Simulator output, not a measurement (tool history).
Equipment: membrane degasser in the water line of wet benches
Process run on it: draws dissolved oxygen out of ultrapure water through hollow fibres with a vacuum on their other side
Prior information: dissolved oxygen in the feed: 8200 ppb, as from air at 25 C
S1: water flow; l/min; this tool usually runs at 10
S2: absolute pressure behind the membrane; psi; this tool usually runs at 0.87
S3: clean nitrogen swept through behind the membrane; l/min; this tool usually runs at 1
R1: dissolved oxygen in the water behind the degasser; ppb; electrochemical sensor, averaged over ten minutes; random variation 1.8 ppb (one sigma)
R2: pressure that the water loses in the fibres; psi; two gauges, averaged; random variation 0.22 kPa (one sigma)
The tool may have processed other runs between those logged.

| run | hour | S1 | S2 | S3 | R1 | R2 |
|---|---|---|---|---|---|---|
| 1 | 0 | 10 | 0.87 | 1 | 175.2 | 7.887 |
| 2 | 158.3 | 10 | 0.87 | 1 | 173.2 | 7.836 |
| 3 | 360.8 | 10 | 0.87 | 1 | 174 | 7.826 |
| 4 | 449.2 | 10 | 0.87 | 1.96 | 142.9 | 7.887 |
| 5 | 551 | 10 | 0.87 | 1.96 | 147 | 7.822 |
| 6 | 693.9 | 10 | 0.87 | 1.96 | 144.5 | 7.761 |
| 7 | 852.2 | 10 | 0.87 | 1.96 | 145.2 | 7.77 |
| 8 | 966.7 | 10 | 0.87 | 1.13 | 168.8 | 7.816 |
| 9 | 1079.1 | 10 | 0.87 | 1.13 | 164 | 7.773 |
| 10 | 1277.9 | 10 | 0.87 | 1.13 | 168.9 | 7.845 |
| 11 | 1433.4 | 7 | 0.728 | 0.95 | 81.7 | 5.468 |
| 12 | 1519.7 | 7 | 0.728 | 0.95 | 80.5 | 5.448 |
| 13 | 1617.9 | 7 | 1.617 | 0.63 | 247.4 | 5.475 |
| 14 | 1786.4 | 10 | 1.971 | 1.98 | 238.2 | 7.787 |
| 15 | 1930.9 | 10 | 1.971 | 1.98 | 232 | 7.822 |
| 16 | 2106.1 | 7 | 1.482 | 1.43 | 130.8 | 5.42 |
| 17 | 2252.6 | 7 | 1.482 | 1.43 | 129.6 | 5.475 |
| 18 | 2403.2 | 7 | 1.482 | 1.43 | 131.1 | 5.433 |
| 19 | 2530 | 7 | 0.962 | 2.29 | 76 | 5.395 |

Predict each of these 3 candidate next runs independently; none follows another, all start after run 19:
| A | 2741.7 | 12 | 0.753 | 1 | ? | ? |
| B | 2741.7 | 10 | 0.835 | 2.25 | ? | ? |
| C | 2741.7 | 10 | 1.729 | 1.3 | ? | ? |

| run | R1 | R2 |
|---|---|---|
| A | 213 | 9.278 |
| B | 138.4 | 7.729 |
| C | 263.1 | 7.794 |
Take away the tool's hidden state, keep each run's random variation, and the runs would have read:
| run | R1 | R2 |
|---|---|---|
| A | 212.6 | 9.388 |
| B | 138.1 | 7.822 |
| C | 262.7 | 7.887 |
